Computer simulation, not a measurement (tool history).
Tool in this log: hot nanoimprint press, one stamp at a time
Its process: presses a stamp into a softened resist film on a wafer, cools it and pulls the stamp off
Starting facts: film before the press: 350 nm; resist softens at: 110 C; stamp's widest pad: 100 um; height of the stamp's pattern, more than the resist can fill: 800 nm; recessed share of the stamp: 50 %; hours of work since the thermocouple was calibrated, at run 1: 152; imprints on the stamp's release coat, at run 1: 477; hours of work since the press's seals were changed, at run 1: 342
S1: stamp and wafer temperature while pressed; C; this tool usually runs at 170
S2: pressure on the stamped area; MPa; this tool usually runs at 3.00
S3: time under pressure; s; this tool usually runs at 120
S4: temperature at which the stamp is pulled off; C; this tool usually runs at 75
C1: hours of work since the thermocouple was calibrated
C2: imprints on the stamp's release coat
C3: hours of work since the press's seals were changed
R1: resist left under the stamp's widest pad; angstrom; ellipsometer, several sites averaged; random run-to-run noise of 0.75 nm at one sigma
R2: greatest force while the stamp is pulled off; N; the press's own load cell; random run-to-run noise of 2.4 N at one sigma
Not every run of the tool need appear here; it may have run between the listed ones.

run,hour,S1,S2,S3,S4,C1,C2,C3,R1,R2
1,0.0,170,3.00,120,75,152,477,342,1937,124
2,9.9,170,3.00,120,75,160,512,350,1938,129
3,15.2,170,3.00,120,75,164,531,354,1941,130
4,20.2,170,3.00,120,75,167,549,358,1930,136
# hour 24.1: plate thermocouple calibrated
5,28.7,170,3.00,120,75,4,568,362,1923,131
6,39.6,170,3.00,208,75,12,607,370,1567,132
7,44.6,170,3.00,208,75,16,625,374,1560,134
8,54.4,170,3.00,183,75,23,659,382,1648,134
9,65.0,170,3.00,183,75,31,697,390,1642,131
# hour 70.6: plate thermocouple calibrated, once more
10,76.8,171,3.00,120,75,5,728,397,1950,137

Per-run results on a tool with no hidden state, each run keeping its own random variation:
The tool's hidden condition here consists of: true temperature over the reading, C; pressure that arrives at the usual setting, %; grip of the stamp's worn release coat, % over a new coat's; drift of the gauge itself on residual_nm, %; drift of the gauge itself on pull_off_n, %.
run,R1,R2
1,1972,112
2,1975,116
3,1978,117
4,1968,122
5,1992,116
6,1633,116
7,1627,118
8,1718,117
9,1715,113
10,1919,117

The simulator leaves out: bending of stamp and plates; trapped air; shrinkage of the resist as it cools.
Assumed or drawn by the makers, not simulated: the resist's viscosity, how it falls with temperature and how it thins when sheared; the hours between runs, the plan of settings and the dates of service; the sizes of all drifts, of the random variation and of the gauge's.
